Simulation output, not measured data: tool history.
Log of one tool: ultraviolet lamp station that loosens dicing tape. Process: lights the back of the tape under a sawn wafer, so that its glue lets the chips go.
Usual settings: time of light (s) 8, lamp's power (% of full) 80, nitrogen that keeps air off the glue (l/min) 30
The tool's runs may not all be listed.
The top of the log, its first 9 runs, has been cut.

| run | hour | time of light (s) | lamp's power (% of full) | nitrogen that keeps air off the glue (l/min) | hours of work of the lamp | hours of work since the window was cleaned | force that peels the tape off (N) | light that reached the tape (J/m2) |
|---|---|---|---|---|---|---|---|---|
|  | 520.7 | window cleaned of glue's vapour, once more |
| 10 | 544 | 8 | 80 | 30 | 935 | 11 | 0.362 | 3400 |
| 11 | 622.7 | 8 | 80 | 30 | 971 | 46 | 0.37 | 3350 |
| 12 | 663.9 | 8 | 80 | 30 | 989 | 65 | 0.379 | 3310 |
| 13 | 724.5 | 8 | 80 | 30 | 1016 | 92 | 0.405 | 3190 |
| 14 | 793.7 | 8 | 80 | 30 | 1048 | 123 | 0.412 | 3160 |
| 15 | 835.8 | 8 | 80 | 35 | 1067 | 142 | 0.385 | 3090 |
| 16 | 895.4 | 8 | 80 | 35 | 1094 | 169 | 0.387 | 3070 |
| 17 | 929.7 | 8 | 83 | 47 | 1109 | 185 | 0.352 | 3130 |
| 18 | 965.5 | 8 | 83 | 47 | 1125 | 201 | 0.365 | 3130 |
| 19 | 1034.5 | 8 | 80 | 10 | 1156 | 232 | 0.666 | 2910 |
| 20 | 1118.1 | 8 | 65 | 10 | 1194 | 270 | 0.939 | 2340 |
|  | 1169.7 | window cleaned of glue's vapour |
| 21 | 1180 | 4 | 71 | 48 | 1222 | 5 | 1.071 | 1350 |
| 22 | 1246.5 | 16 | 72 | 13 | 1252 | 35 | 0.277 | 5370 |
| 23 | 1300.8 | 16 | 72 | 13 | 1276 | 59 | 0.273 | 5300 |
|  | 1332.4 | lamp changed |
| 24 | 1344.4 | 8 | 67 | 9 | 5 | 78 | 0.454 | 3910 |
| 25 | 1385.2 | 6 | 80 | 50 | 24 | 97 | 0.305 | 3520 |
| 26 | 1432.1 | 12 | 99 | 30 | 45 | 118 | 0.184 | 8360 |
| 27 | 1479.2 | 6 | 61 | 16 | 66 | 139 | 0.667 | 2590 |
| 28 | 1550.8 | 8 | 95 | 30 | 99 | 172 | 0.22 | 5260 |
| 29 | 1632.6 | 8 | 95 | 30 | 135 | 208 | 0.234 | 5120 |
| 30 | 1688.7 | 5 | 68 | 30 | 161 | 234 | 0.621 | 2230 |

What if the next run were any one of these 4? Each begins from the tool's condition after run 30:
| A | 1744.8 | 7 | 62 | 31 | 186 | 259 | ? | ? |
| B | 1744.8 | 14 | 86 | 30 | 186 | 259 | ? | ? |
| C | 1744.8 | 12 | 72 | 54 | 186 | 259 | ? | ? |
| D | 1744.8 | 8 | 77 | 45 | 186 | 259 | ? | ? |

| run | force that peels the tape off (N) | light that reached the tape (J/m2) |
|---|---|---|
| A | 0.441 | 2820 |
| B | 0.196 | 7870 |
| C | 0.202 | 5600 |
| D | 0.256 | 4020 |
Had the tool no hidden state, the same runs would have come out as:
| run | force that peels the tape off (N) | light that reached the tape (J/m2) |
|---|---|---|
| A | 0.356 | 3280 |
| B | 0.194 | 9150 |
| C | 0.194 | 6510 |
| D | 0.223 | 4670 |
